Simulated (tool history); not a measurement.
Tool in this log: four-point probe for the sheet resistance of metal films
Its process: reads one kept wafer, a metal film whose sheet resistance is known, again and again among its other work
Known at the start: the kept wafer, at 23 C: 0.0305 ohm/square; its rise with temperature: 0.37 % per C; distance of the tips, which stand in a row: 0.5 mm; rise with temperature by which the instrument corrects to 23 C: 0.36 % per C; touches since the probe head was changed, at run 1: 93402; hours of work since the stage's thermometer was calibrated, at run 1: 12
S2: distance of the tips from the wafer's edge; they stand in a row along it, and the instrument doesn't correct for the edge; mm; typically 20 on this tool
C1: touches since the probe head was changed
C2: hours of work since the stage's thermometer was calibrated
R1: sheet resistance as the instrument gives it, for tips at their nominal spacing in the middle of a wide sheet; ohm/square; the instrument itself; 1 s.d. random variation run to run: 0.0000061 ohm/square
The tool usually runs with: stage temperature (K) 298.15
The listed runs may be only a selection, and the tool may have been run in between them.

{"run": 1, "hour": 0.0, "stage temperature (K)": 298.15, "S2": 20, "C1": 93402, "C2": 12, "R1": 0.030509}
{"run": 2, "hour": 71.5, "stage temperature (K)": 298.15, "S2": 20, "C1": 95738, "C2": 50, "R1": 0.030513}
{"run": 3, "hour": 123.9, "stage temperature (K)": 298.15, "S2": 20, "C1": 97451, "C2": 78, "R1": 0.030524}
{"run": 4, "hour": 192.0, "stage temperature (K)": 298.15, "S2": 20, "C1": 99675, "C2": 114, "R1": 0.030521}
{"run": 5, "hour": 253.8, "stage temperature (K)": 293.15, "S2": 20, "C1": 101694, "C2": 148, "R1": 0.030505}
{"run": 6, "hour": 318.6, "stage temperature (K)": 293.15, "S2": 20, "C1": 103811, "C2": 182, "R1": 0.030517}
{"run": 7, "hour": 378.7, "stage temperature (K)": 303.15, "S2": 52, "C1": 105775, "C2": 214, "R1": 0.030509}
{"run": 8, "hour": 440.2, "stage temperature (K)": 294.15, "S2": 29, "C1": 107787, "C2": 247, "R1": 0.030503}
{"run": 9, "hour": 504.5, "stage temperature (K)": 301.15, "S2": 8, "C1": 109887, "C2": 282, "R1": 0.030573}
{"run": 10, "hour": 547.1, "stage temperature (K)": 301.15, "S2": 29, "C1": 111280, "C2": 305, "R1": 0.030514}
{"run": 11, "hour": 616.3, "stage temperature (K)": 294.15, "S2": 20, "C1": 113539, "C2": 342, "R1": 0.030504}
{"run": 12, "hour": 679.7, "stage temperature (K)": 292.15, "S2": 20, "C1": 115613, "C2": 376, "R1": 0.030497}

5 options for the next run, each taken on its own from the tool as it stands now. Forecast them:
{"run": "A", "hour": 720.6, "stage temperature (K)": 292.15, "S2": 45, "C1": 116950, "C2": 398, "R1": "?"}
{"run": "B", "hour": 720.6, "stage temperature (K)": 299.15, "S2": 7, "C1": 116950, "C2": 398, "R1": "?"}
{"run": "C", "hour": 720.6, "stage temperature (K)": 293.15, "S2": 20, "C1": 116950, "C2": 398, "R1": "?"}
{"run": "D", "hour": 720.6, "stage temperature (K)": 296.15, "S2": 9, "C1": 116950, "C2": 398, "R1": "?"}
{"run": "E", "hour": 720.6, "stage temperature (K)": 296.15, "S2": 20, "C1": 116950, "C2": 398, "R1": "?"}

run=A R1=0.0305
run=B R1=0.030598
run=C R1=0.030505
run=D R1=0.030545
run=E R1=0.030511
Stripped of hidden state, with their random variation kept, the same runs would have yielded:
run=A R1=0.030499
run=B R1=0.030597
run=C R1=0.030504
run=D R1=0.030544
run=E R1=0.03051
